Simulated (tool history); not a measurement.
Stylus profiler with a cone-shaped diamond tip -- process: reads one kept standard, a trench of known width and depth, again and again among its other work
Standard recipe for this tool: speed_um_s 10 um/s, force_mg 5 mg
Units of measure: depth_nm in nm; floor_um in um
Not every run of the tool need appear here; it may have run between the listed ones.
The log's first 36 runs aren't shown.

run 37 hour=496.8 | speed_um_s=2 force_mg=10.18 | depth_nm=205.54 floor_um=28.24
run 38 hour=508.4 | speed_um_s=2 force_mg=10.18 | depth_nm=205.53 floor_um=28.3
run 39 hour=519.8 | speed_um_s=13 force_mg=6.99 | depth_nm=204.3 floor_um=28.21
run 40 hour=536.3 | speed_um_s=13 force_mg=7.31 | depth_nm=204.4 floor_um=28.25
run 41 hour=552.5 | speed_um_s=2 force_mg=7.42 | depth_nm=204.47 floor_um=28.25
run 42 hour=561.2 | speed_um_s=15 force_mg=1.87 | depth_nm=201.76 floor_um=28.21
run 43 hour=573.1 | speed_um_s=25 force_mg=11.12 | depth_nm=205.89 floor_um=28.25
run 44 hour=592.1 | speed_um_s=25 force_mg=11.12 | depth_nm=205.83 floor_um=28.22
run 45 hour=607.7 | speed_um_s=11 force_mg=5 | depth_nm=203.43 floor_um=28.22
run 46 hour=618.7 | speed_um_s=3 force_mg=2.69 | depth_nm=202.26 floor_um=28.21
run 47 hour=630.2 | speed_um_s=3 force_mg=2.69 | depth_nm=202.27 floor_um=28.27

Run 48 has not been measured yet. What should we expect?
run 48 hour=648.9 | speed_um_s=3 force_mg=2.69 | depth_nm=? floor_um=?

{"run 48": {"depth_nm": 202.29, "floor_um": 28.25}}
Were there no unlogged condition in the tool, this run, its random variation unchanged, would have produced depth_nm 202.29 nm, floor_um 28.25 um.

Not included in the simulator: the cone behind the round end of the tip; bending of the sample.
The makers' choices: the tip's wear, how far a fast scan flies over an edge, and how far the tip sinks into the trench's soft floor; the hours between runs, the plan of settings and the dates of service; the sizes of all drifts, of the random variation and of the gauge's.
